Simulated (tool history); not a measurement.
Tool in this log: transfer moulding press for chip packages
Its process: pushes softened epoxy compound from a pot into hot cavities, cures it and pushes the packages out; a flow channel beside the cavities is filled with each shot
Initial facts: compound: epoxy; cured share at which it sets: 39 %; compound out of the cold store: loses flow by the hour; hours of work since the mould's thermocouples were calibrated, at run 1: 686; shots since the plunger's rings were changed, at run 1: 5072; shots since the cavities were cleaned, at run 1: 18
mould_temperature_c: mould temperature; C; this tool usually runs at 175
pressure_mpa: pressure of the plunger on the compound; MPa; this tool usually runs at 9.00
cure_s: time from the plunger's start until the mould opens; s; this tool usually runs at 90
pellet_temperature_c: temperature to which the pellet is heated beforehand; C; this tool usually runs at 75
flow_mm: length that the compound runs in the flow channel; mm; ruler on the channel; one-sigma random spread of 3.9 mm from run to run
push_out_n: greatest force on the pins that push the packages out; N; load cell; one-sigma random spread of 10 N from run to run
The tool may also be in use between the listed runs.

run,hour,mould_temperature_c,pressure_mpa,cure_s,pellet_temperature_c,hours of work since the mould's thermocouples were calibrated,shots since the plunger's rings were changed,shots since the cavities were cleaned,incoming compound's hours out of the cold store,flow_mm,push_out_n
1,0.0,175,9.00,90,75,686,5072,18,40.3,521,468
# hour 20.7: mould's thermocouples calibrated
2,26.5,175,9.00,90,75,4,5461,407,30.1,544,474
# hour 42.4: cavities cleaned with cleaning compound and waxed
# hour 54.3: plunger's sealing rings changed
3,62.8,175,9.00,90,75,29,136,285,22.1,552,485
4,84.5,175,9.00,90,75,46,481,630,11.3,581,485
# hour 89.1: cavities cleaned with cleaning compound and waxed
5,128.1,175,9.00,90,83,78,1149,619,10.1,576,502
# hour 133.6: cavities cleaned with cleaning compound and waxed
# hour 176.4: cavities cleaned with cleaning compound and waxed
6,176.4,182,9.00,90,83,113,1868,0,33.0,521,361
# hour 218.0: cavities cleaned with cleaning compound and waxed
7,225.6,182,9.00,90,83,150,2626,120,30.9,526,351
# hour 262.9: cavities cleaned with cleaning compound and waxed
8,262.9,182,9.00,90,83,178,3195,0,38.7,515,344
9,299.2,182,9.00,90,83,206,3771,576,21.1,532,357
# hour 305.3: cavities cleaned with cleaning compound and waxed
10,335.7,182,9.00,90,83,233,4327,482,12.7,559,373
# hour 346.9: cavities cleaned with cleaning compound and waxed
11,380.1,175,9.32,90,75,266,5009,527,32.6,542,494
# hour 389.6: cavities cleaned with cleaning compound and waxed
12,419.7,175,9.00,90,75,295,5614,478,12.1,582,491
# hour 432.1: cavities cleaned with cleaning compound and waxed
# hour 439.6: plunger's sealing rings changed
13,469.3,175,9.00,90,67,330,472,551,26.6,548,498
# hour 477.5: cavities cleaned with cleaning compound and waxed
14,505.3,175,9.00,90,67,357,1020,441,33.9,538,477
# hour 519.9: cavities cleaned with cleaning compound and waxed
15,544.6,181,7.45,96,84,386,1620,393,9.8,514,356
# hour 561.6: cavities cleaned with cleaning compound and waxed
16,565.5,173,7.45,99,71,401,1928,62,23.2,508,470
# hour 604.9: cavities cleaned with cleaning compound and waxed
17,605.2,172,10.66,111,82,430,2535,4,11.3,633,422
18,634.5,181,9.32,111,82,453,3001,470,11.5,576,357
# hour 646.5: cavities cleaned with cleaning compound and waxed
19,677.4,183,7.48,90,74,485,3659,491,42.7,457,366
# hour 689.3: cavities cleaned with cleaning compound and waxed
20,727.0,180,9.00,90,71,522,4423,600,24.9,541,381
# hour 731.2: cavities cleaned with cleaning compound and waxed
21,759.6,180,9.00,90,80,546,4917,451,14.6,559,383
# hour 774.1: cavities cleaned with cleaning compound and waxed
22,806.0,180,9.00,90,80,580,5630,507,41.8,507,382
# hour 818.2: cavities cleaned with cleaning compound and waxed
# hour 825.1: plunger's sealing rings changed
23,831.9,179,8.21,85,71,597,108,178,39.6,494,418
# hour 865.9: cavities cleaned with cleaning compound and waxed
24,880.0,178,9.28,90,75,633,849,225,42.3,524,401
# hour 907.1: cavities cleaned with cleaning compound and waxed
25,921.3,173,9.00,81,79,664,1482,226,12.2,579,737
# hour 951.0: cavities cleaned with cleaning compound and waxed
26,967.6,182,7.65,90,72,698,2193,264,30.3,486,362

Alternative continuations, all from the tool just after run 26; predict every row:
# hour 973.3: mould's thermocouples calibrated
# hour 996.1: cavities cleaned with cleaning compound and waxed
A,1014.0,175,8.93,96,75,30,2874,284,37.6,?,?
# hour 973.3: mould's thermocouples calibrated
# hour 996.1: cavities cleaned with cleaning compound and waxed
B,1014.0,172,9.23,86,72,30,2874,284,12.0,?,?
# hour 973.3: mould's thermocouples calibrated
# hour 996.1: cavities cleaned with cleaning compound and waxed
C,1014.0,175,9.00,87,69,30,2874,284,17.9,?,?

run,flow_mm,push_out_n
A,526,419
B,595,724
C,566,517
Stripped of hidden state, with their random variation kept, the same runs would have yielded:
run,flow_mm,push_out_n
A,526,417
B,595,722
C,567,516
